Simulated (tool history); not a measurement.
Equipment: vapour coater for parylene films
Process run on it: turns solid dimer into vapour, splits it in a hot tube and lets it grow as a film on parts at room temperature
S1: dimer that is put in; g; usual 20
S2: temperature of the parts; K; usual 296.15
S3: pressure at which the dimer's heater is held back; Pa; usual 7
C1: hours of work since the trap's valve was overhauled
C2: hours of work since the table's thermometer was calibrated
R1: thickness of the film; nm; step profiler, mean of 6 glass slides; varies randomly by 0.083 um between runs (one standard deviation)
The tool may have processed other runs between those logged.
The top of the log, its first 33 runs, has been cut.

{"run": 34, "day": 26.362, "S1": 19, "S2": 297.15, "S3": 7, "C1": 470, "C2": 727, "R1": 11190}
{"run": 35, "day": 27.038, "S1": 20, "S2": 303.15, "S3": 7, "C1": 481, "C2": 738, "R1": 8670}
{"run": 36, "day": 27.542, "S1": 20, "S2": 303.15, "S3": 7, "C1": 489, "C2": 746, "R1": 8670}
{"run": 37, "day": 28.533, "S1": 20, "S2": 303.15, "S3": 7, "C1": 504, "C2": 762, "R1": 8730}
{"run": 38, "day": 29.671, "S1": 30, "S2": 295.15, "S3": 3.53, "C1": 522, "C2": 780, "R1": 20210}
{"run": 39, "day": 30.404, "S1": 30, "S2": 295.15, "S3": 3.53, "C1": 534, "C2": 791, "R1": 20300}
{"run": 40, "day": 31.071, "S1": 30, "S2": 295.15, "S3": 3.53, "C1": 545, "C2": 802, "R1": 20430}
{"run": 41, "day": 31.892, "S1": 29, "S2": 293.15, "S3": 6.25, "C1": 558, "C2": 815, "R1": 20650}
{"run": 42, "day": 32.788, "S1": 29, "S2": 293.15, "S3": 6.25, "C1": 572, "C2": 829, "R1": 20730}
{"run": 43, "day": 33.804, "S1": 15, "S2": 293.15, "S3": 2.05, "C1": 588, "C2": 845, "R1": 11700}
{"run": 44, "day": 34.871, "S1": 15, "S2": 293.15, "S3": 2.05, "C1": 605, "C2": 862, "R1": 11660}

Each row is a separate what-if for the run after 44, all from the same tool condition, not one after another. Results?
{"run": "A", "day": 35.758, "S1": 15, "S2": 291.15, "S3": 8.45, "C1": 619, "C2": 877, "R1": "?"}
{"run": "B", "day": 35.758, "S1": 13, "S2": 305.15, "S3": 3.55, "C1": 619, "C2": 877, "R1": "?"}
{"run": "C", "day": 35.758, "S1": 12, "S2": 293.15, "S3": 7.93, "C1": 619, "C2": 877, "R1": "?"}
{"run": "D", "day": 35.758, "S1": 18, "S2": 297.15, "S3": 3.62, "C1": 619, "C2": 877, "R1": "?"}

run=A R1=11610
run=B R1=5350
run=C R1=8400
run=D R1=10950
With the hidden condition removed and each run's random variation left untouched, the same runs would have given:
run=A R1=12070
run=B R1=5560
run=C R1=8730
run=D R1=11380
